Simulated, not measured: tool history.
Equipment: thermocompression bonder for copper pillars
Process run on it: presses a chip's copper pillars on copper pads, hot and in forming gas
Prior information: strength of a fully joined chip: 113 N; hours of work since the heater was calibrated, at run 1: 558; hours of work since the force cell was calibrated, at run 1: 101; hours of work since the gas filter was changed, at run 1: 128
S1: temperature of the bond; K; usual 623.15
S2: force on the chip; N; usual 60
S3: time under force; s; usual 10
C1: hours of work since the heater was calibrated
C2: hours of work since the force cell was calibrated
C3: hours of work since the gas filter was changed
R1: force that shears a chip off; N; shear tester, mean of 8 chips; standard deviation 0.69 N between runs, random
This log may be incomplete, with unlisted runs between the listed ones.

run	hour	S1	S2	S3	C1	C2	C3	R1
1	0	623.15	60	10	558	101	128	69.4
2	22.2	623.15	60	10	575	118	145	70.6
# hour 34.9: forming gas filter changed
3	38.3	623.15	60	10	587	130	3	70.1
# hour 46.4: heater calibrated with a thermocouple chip
4	58.9	623.15	45	10	10	145	17	58.6
5	79.8	623.15	45	10	26	161	33	59.6
6	103.3	623.15	60	19	44	179	51	82.6
7	125.6	623.15	60	10	61	196	69	69.9
8	136.7	623.15	60	10	70	205	77	69.9
9	160	650.15	60	10	88	223	95	80.2
10	183.8	623.15	60	28	106	241	113	89.7
11	197.2	623.15	60	28	116	252	124	89.4
12	221.4	623.15	60	7	135	270	143	64.2
13	235	623.15	60	7	146	281	153	63.5
# hour 237.8: forming gas filter changed
14	257.4	623.15	60	7	163	298	15	64.3
15	274.7	629.15	50	23	176	311	29	84
16	298.7	629.15	50	23	195	330	47	83
17	323.7	629.15	50	23	214	349	66	83.3
18	335.8	629.15	50	23	223	358	76	82.6
19	360.5	629.15	50	23	242	377	95	83
20	381.9	623.15	49	6	259	394	111	51.8
21	404.3	604.15	78	6	276	411	129	61.6
22	427.3	604.15	44	16	294	429	146	59.6
# hour 440.2: forming gas filter changed
23	453.6	604.15	44	16	314	449	10	59.3
24	470.1	604.15	44	16	327	462	23	60.7
25	495.5	623.15	37	10	346	481	43	51.4
26	514	651.15	41	10	360	496	57	67.3

Consider 3 possible next runs. They are alternatives, not a sequence: every one starts from the tool as it was left by run 26. What does each give?
A	534.1	623.15	51	6	376	511	73	?
B	534.1	646.15	38	10	376	511	73	?
C	534.1	637.15	55	17	376	511	73	?

run	R1
A	53.7
B	61.7
C	83.1
The same runs, with their run-to-run variation unchanged, on a tool lacking any hidden condition would have given:
run	R1
A	53.8
B	61.9
C	83.3
